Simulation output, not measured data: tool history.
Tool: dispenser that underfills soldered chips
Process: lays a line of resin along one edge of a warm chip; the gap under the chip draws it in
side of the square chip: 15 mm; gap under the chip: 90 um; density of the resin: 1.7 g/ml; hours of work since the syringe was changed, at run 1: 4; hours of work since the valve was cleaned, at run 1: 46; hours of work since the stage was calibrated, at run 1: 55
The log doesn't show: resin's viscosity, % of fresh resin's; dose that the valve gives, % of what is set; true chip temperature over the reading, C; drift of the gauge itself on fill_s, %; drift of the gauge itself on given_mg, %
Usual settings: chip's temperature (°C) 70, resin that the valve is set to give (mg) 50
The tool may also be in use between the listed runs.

run,day,chip's temperature (°C),resin that the valve is set to give (mg),hours of work since the syringe was changed,hours of work since the valve was cleaned,hours of work since the stage was calibrated,time until the resin shows at the far edge (s),resin that the valve gave (mg)
1,0,70,50,4,46,55,126,49.17
# day 0.129: new syringe of resin
2,0.254,70,50,2,50,58,105.2,49.13
# day 0.317: dispensing valve cleaned and set on the balance
3,0.404,70,50,4,1,60,120.4,50.01
4,0.533,70,50,5,3,62,135.2,50.02
# day 0.592: new syringe of resin
5,0.788,70,63.7,3,7,66,112.6,63.64
6,0.921,70,63.7,5,9,68,130.2,63.28
# day 1.025: new syringe of resin
7,1.112,70,63.7,1,12,71,98.8,63.46
8,1.229,70,45,3,14,72,116.1,44.69
9,1.412,70,45,6,16,75,144.2,44.69
# day 1.45: new syringe of resin
10,1.671,70,50,3,20,79,115.7,49.61
11,1.854,76,50,6,23,82,109.5,49.39
# day 1.879: new syringe of resin
12,2.117,76,50,4,27,85,92.9,49.58
# day 2.321: new syringe of resin
13,2.354,76,50,0,30,89,72.9,49.32
14,2.496,76,50,3,32,91,84.5,49.38
15,2.629,70,46.8,5,34,93,130.9,46.04
# day 2.746: new syringe of resin
16,2.896,70,50,2,38,97,110.1,49.24
17,3.15,70,50,6,42,101,143.3,49.14
# day 3.183: new syringe of resin
18,3.333,70,50,2,45,103,108.4,49.09
19,3.462,72,60.5,4,47,105,112.9,59.27
# day 3.608: new syringe of resin
20,3.654,72,43.2,1,49,108,94.7,42.3
# day 3.762: dispensing valve cleaned and set on the balance
21,3.9,72,43.2,4,2,111,116.6,43.06
22,4.054,76,61.9,6,4,114,106.8,61.66
# day 4.075: new syringe of resin
23,4.2,73,47.8,2,7,116,94.5,47.65
24,4.396,60,54.2,5,9,119,201.2,54.05
# day 4.517: new syringe of resin
25,4.583,67,64.1,1,12,121,112.1,63.79
26,4.721,70,42.5,3,14,123,122.2,42.18
27,4.867,55,61.7,5,16,126,262,61.19
# day 4.946: new syringe of resin
28,5,83,56.4,1,18,127,57.1,56
29,5.242,83,56.4,5,22,131,74.2,55.81
# day 5.383: new syringe of resin
30,5.388,83,56.4,0,24,133,55.2,55.71
31,5.629,78,61.6,4,28,137,84.9,60.68
# day 5.808: new syringe of resin
32,5.808,79,51.9,0,30,139,64.4,51.17
33,6.046,79,51.9,4,34,143,84.8,51.08
# day 6.238: new syringe of resin
34,6.308,68,50,1,38,147,112.2,49.2
35,6.471,68,50,4,40,149,133.5,49.08
# day 6.671: new syringe of resin
36,6.733,68,50,1,44,153,109.1,48.94

Measured less the same run without the tool's hidden state. The same run-to-run variation is in both; the gauge's scatter may not be:
run,time until the resin shows at the far edge (s),resin that the valve gave (mg)
1,+35.1,-0.89
2,+14.9,-0.97
3,+28.3,+0
4,+44.9,-0.04
5,+23.8,-0.15
6,+41.4,-0.21
7,+10.4,-0.29
8,+24.4,-0.24
9,+50.8,-0.29
10,+25,-0.4
11,+39,-0.47
12,+22.7,-0.55
13,+3.2,-0.63
14,+15.4,-0.68
15,+38.3,-0.68
16,+19.4,-0.81
17,+53.6,-0.9
18,+18.7,-0.96
19,+31.3,-1.22
20,+8.3,-0.92
21,+30.5,-0.09
22,+40.1,-0.19
23,+14,-0.18
24,+62.2,-0.28
25,+11.7,-0.4
26,+28.2,-0.3
27,+89.5,-0.5
28,+5.4,-0.51
29,+22.4,-0.6
30,+2,-0.65
31,+22.1,-0.81
32,+2.7,-0.73
33,+21.7,-0.81
34,+13.7,-0.87
35,+35.1,-0.93
36,+11.3,-1
